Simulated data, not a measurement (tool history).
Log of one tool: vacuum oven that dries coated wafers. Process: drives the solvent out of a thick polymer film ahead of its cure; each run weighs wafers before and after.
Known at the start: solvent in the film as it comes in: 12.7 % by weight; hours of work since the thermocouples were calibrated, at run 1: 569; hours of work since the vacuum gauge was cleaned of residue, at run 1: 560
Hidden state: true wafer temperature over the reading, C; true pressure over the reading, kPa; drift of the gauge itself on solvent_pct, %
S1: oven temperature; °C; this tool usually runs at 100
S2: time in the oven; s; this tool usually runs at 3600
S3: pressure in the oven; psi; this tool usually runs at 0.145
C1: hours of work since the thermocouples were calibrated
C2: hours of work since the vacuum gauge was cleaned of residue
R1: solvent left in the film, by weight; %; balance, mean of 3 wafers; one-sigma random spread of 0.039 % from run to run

run 1 hour=0.0 | S1=100 S2=3600 S3=0.145 | C1=569 C2=560 | R1=0.69
run 2 hour=13.3 | S1=100 S2=3600 S3=0.145 | C1=579 C2=570 | R1=0.66
run 3 hour=27.2 | S1=100 S2=3600 S3=0.145 | C1=589 C2=580 | R1=0.73
run 4 hour=55.7 | S1=100 S2=3600 S3=0.145 | C1=609 C2=600 | R1=0.76
run 5 hour=82.1 | S1=100 S2=3600 S3=0.145 | C1=628 C2=619 | R1=0.75
run 6 hour=95.7 | S1=104 S2=3600 S3=0.145 | C1=638 C2=629 | R1=0.45
run 7 hour=111.6 | S1=104 S2=3600 S3=0.145 | C1=649 C2=640 | R1=0.41
run 8 hour=134.7 | S1=104 S2=3600 S3=0.145 | C1=666 C2=657 | R1=0.42
run 9 hour=162.5 | S1=104 S2=3600 S3=0.145 | C1=686 C2=677 | R1=0.44
run 10 hour=184.5 | S1=100 S2=3720 S3=0.145 | C1=702 C2=693 | R1=0.67
run 11 hour=200.7 | S1=100 S2=3960 S3=0.145 | C1=713 C2=704 | R1=0.59
run 12 hour=214.1 | S1=100 S2=3960 S3=0.145 | C1=723 C2=714 | R1=0.64
run 13 hour=230.7 | S1=100 S2=3960 S3=0.145 | C1=735 C2=726 | R1=0.56
run 14 hour=244.8 | S1=100 S2=6180 S3=0.145 | C1=745 C2=736 | R1=0.37
run 15 hour=273.2 | S1=100 S2=6180 S3=0.145 | C1=766 C2=757 | R1=0.29
run 16 hour=286.0 | S1=100 S2=6180 S3=0.145 | C1=775 C2=766 | R1=0.31
run 17 hour=313.1 | S1=100 S2=6180 S3=0.145 | C1=794 C2=785 | R1=0.25
-- hour=316.6 oven's thermocouples calibrated
run 18 hour=328.1 | S1=100 S2=4020 S3=0.145 | C1=8 C2=795 | R1=0.53
run 19 hour=345.5 | S1=100 S2=4020 S3=0.145 | C1=21 C2=807 | R1=0.60
run 20 hour=372.9 | S1=100 S2=4020 S3=0.145 | C1=40 C2=827 | R1=0.54
run 21 hour=386.0 | S1=100 S2=3780 S3=0.145 | C1=50 C2=836 | R1=0.64
run 22 hour=406.0 | S1=100 S2=3600 S3=0.145 | C1=64 C2=851 | R1=0.69
-- hour=433.3 oven's thermocouples calibrated, once more
run 23 hour=433.3 | S1=100 S2=3600 S3=0.145 | C1=0 C2=869 | R1=0.72
run 24 hour=460.2 | S1=90 S2=3600 S3=0.145 | C1=19 C2=888 | R1=2.22
run 25 hour=480.1 | S1=90 S2=3600 S3=0.145 | C1=34 C2=902 | R1=2.22
run 26 hour=505.7 | S1=90 S2=3600 S3=0.145 | C1=52 C2=921 | R1=2.25
run 27 hour=518.0 | S1=90 S2=3600 S3=0.145 | C1=61 C2=930 | R1=2.25
run 28 hour=535.5 | S1=90 S2=3600 S3=0.145 | C1=73 C2=942 | R1=2.23
run 29 hour=560.1 | S1=105 S2=5340 S3=0.395 | C1=91 C2=960 | R1=0.56
run 30 hour=586.1 | S1=105 S2=5340 S3=0.395 | C1=110 C2=979 | R1=0.64
run 31 hour=608.0 | S1=105 S2=5340 S3=0.395 | C1=126 C2=994 | R1=0.62
run 32 hour=627.4 | S1=107 S2=3600 S3=0.542 | C1=139 C2=1008 | R1=0.85
run 33 hour=654.4 | S1=107 S2=3300 S3=0.104 | C1=159 C2=1028 | R1=0.25
run 34 hour=672.3 | S1=109 S2=3600 S3=0.090 | C1=172 C2=1040 | R1=0.26
run 35 hour=691.3 | S1=109 S2=3600 S3=0.090 | C1=185 C2=1054 | R1=0.14
run 36 hour=705.6 | S1=109 S2=3600 S3=0.090 | C1=196 C2=1064 | R1=0.15
run 37 hour=729.2 | S1=109 S2=2100 S3=0.139 | C1=213 C2=1081 | R1=0.62
run 38 hour=749.8 | S1=87 S2=1860 S3=0.139 | C1=227 C2=1096 | R1=5.35
run 39 hour=777.9 | S1=86 S2=4020 S3=0.103 | C1=248 C2=1116 | R1=2.81
run 40 hour=799.6 | S1=110 S2=1860 S3=0.278 | C1=263 C2=1132 | R1=0.84
run 41 hour=817.8 | S1=110 S2=1860 S3=0.278 | C1=276 C2=1145 | R1=0.91
run 42 hour=839.2 | S1=88 S2=3180 S3=0.104 | C1=292 C2=1160 | R1=3.04
run 43 hour=862.0 | S1=111 S2=6300 S3=0.270 | C1=308 C2=1177 | R1=0.36
run 44 hour=888.5 | S1=97 S2=5700 S3=0.075 | C1=327 C2=1196 | R1=0.30
run 45 hour=910.6 | S1=97 S2=5700 S3=0.075 | C1=343 C2=1212 | R1=0.39
run 46 hour=932.6 | S1=97 S2=5700 S3=0.075 | C1=359 C2=1228 | R1=0.34
run 47 hour=948.9 | S1=99 S2=3720 S3=0.145 | C1=371 C2=1239 | R1=0.81

3 ways to go on from here, each from the tool as it stands after run 47. What would each give?
run A hour=968.0 | S1=100 S2=1980 S3=0.145 | C1=384 C2=1253 | R1=?
run B hour=968.0 | S1=104 S2=4320 S3=0.148 | C1=384 C2=1253 | R1=?
run C hour=968.0 | S1=86 S2=3660 S3=0.303 | C1=384 C2=1253 | R1=?

run=A R1=2.09
run=B R1=0.36
run=C R1=3.64
Without the tool's unlogged condition, the same runs would have read:
run=A R1=2.05
run=B R1=0.31
run=C R1=3.57
